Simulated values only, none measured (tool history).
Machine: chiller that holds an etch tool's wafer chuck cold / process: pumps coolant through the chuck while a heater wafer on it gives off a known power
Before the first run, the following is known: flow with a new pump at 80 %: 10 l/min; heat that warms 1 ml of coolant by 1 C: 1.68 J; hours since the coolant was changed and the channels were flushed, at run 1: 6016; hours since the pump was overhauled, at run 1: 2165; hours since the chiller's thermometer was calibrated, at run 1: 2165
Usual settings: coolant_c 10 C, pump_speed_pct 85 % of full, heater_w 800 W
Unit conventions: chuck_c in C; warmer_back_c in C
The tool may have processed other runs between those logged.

run    hour  coolant_c  pump_speed_pct  heater_w  hours since the coolant was changed and the channels were flushed  hours since the pump was overhauled  hours since the chiller's thermometer was calibrated  chuck_c  warmer_back_c
  1     0.0         10              85       800                                                               6016                                 2165                                                  2165    15.69           2.68
  2    76.8          1              85       800                                                               6093                                 2242                                                  2242     6.62           2.76
  3   141.7         10              85       800                                                               6158                                 2306                                                  2306    15.61           2.70
  4   217.8         10              85       800                                                               6234                                 2383                                                  2383    15.76           2.74
  5   289.6         10              85       800                                                               6306                                 2454                                                  2454    15.71           2.70
  6   341.6         10              85       800                                                               6358                                 2506                                                  2506    15.73           2.70
  7   438.9         10              85       800                                                               6455                                 2604                                                  2604    15.75           2.67
  8   527.3         10              85       800                                                               6543                                 2692                                                  2692    15.66           2.66
  9   579.1         10              85       800                                                               6595                                 2744                                                  2744    15.82           2.68
 10   684.1          4              85       800                                                               6700                                 2849                                                  2849     9.86           2.69
 11   738.8         10              85       800                                                               6755                                 2903                                                  2903    15.82           2.66
 12   818.6         10              85       800                                                               6835                                 2983                                                  2983    15.81           2.66
 13   887.2         10              85       800                                                               6903                                 3052                                                  3052    15.88           2.71
 14   945.2         10              85       800                                                               6961                                 3110                                                  3110    15.83           2.66
 15   991.5         10              85      1149                                                               7007                                 3156                                                  3156    18.21           3.84
 16  1085.0         10              85       800                                                               7101                                 3250                                                  3250    15.84           2.68
 17  1189.8          6              81       494                                                               7206                                 3355                                                  3355     9.80           1.72
 18  1268.9          8              81       494                                                               7285                                 3434                                                  3434    11.74           1.75
 19  1321.0         14              81       494                                                               7337                                 3486                                                  3486    17.80           1.75
     1349.7  -- chiller's thermometer calibrated
 20  1366.9          6              73      1123                                                               7382                                 3531                                                    17    14.90           4.46
 21  1441.7          0              73       641                                                               7457                                 3605                                                    92     5.20           2.46
 22  1505.1          8              72       653                                                               7520                                 3669                                                   155    13.30           2.58
 23  1555.6          2              99       884                                                               7571                                 3719                                                   206     7.94           2.54
 24  1605.8          2              99       884                                                               7621                                 3769                                                   256     8.07           2.51
 25  1652.0          2              99       884                                                               7667                                 3816                                                   302     8.03           2.53
 26  1755.0          2              85      1039                                                               7770                                 3919                                                   405     9.78           3.52
 27  1853.8          2              85      1039                                                               7869                                 4018                                                   504     9.73           3.44
 28  1928.4          2              85      1039                                                               7943                                 4092                                                   579     9.69           3.50
 29  1996.4          2              73       666                                                               8011                                 4160                                                   647     7.50           2.59
 30  2096.7          2              73       666                                                               8112                                 4260                                                   747     7.37           2.64
 31  2144.9         10              86       846                                                               8160                                 4309                                                   795    16.16           2.86
 32  2241.3         10              82       846                                                               8256                                 4405                                                   892    16.49           2.93

How would selected steps in chuck_c from run to run divide? Give the signed amount a tool lacking its hidden state would still show from settings, what came in and random variation, and the signed amount left for the hidden state, including any gauge scatter that is not in both of the compared results.
The tool's hidden condition here consists of: heat passed by the chuck's channels, % of clean ones'; flow at a given pump speed, % of a new pump's; coolant's true temperature over the reading, C; drift of the gauge itself on chuck_c, C; drift of the gauge itself on warmer_back_c, C.
Run 1 -> 2: coolant_c 10 -> 1. chuck_c -9.07 C: hidden state +0.01, all else -9.08.
Run 2 -> 3: coolant_c 1 -> 10. chuck_c +8.99 C: hidden state +0.01, all else +8.98.
Run 6 -> 7: no setting touched and nothing written in the log between the runs. chuck_c +0.02 C: hidden state +0.02, all else +0.00.
Run 13 -> 14: no setting touched and nothing written in the log between the runs. chuck_c -0.05 C: hidden state +0.02, all else -0.07.
Run 19 -> 20: coolant_c 14 -> 6, pump_speed_pct 81 -> 73, heater_w 494 -> 1123, chiller's thermometer calibrated. chuck_c -2.90 C: hidden state +0.04, all else -2.94.
Run 20 -> 21: coolant_c 6 -> 0, heater_w 1123 -> 641. chuck_c -9.70 C: hidden state +0.00, all else -9.70.
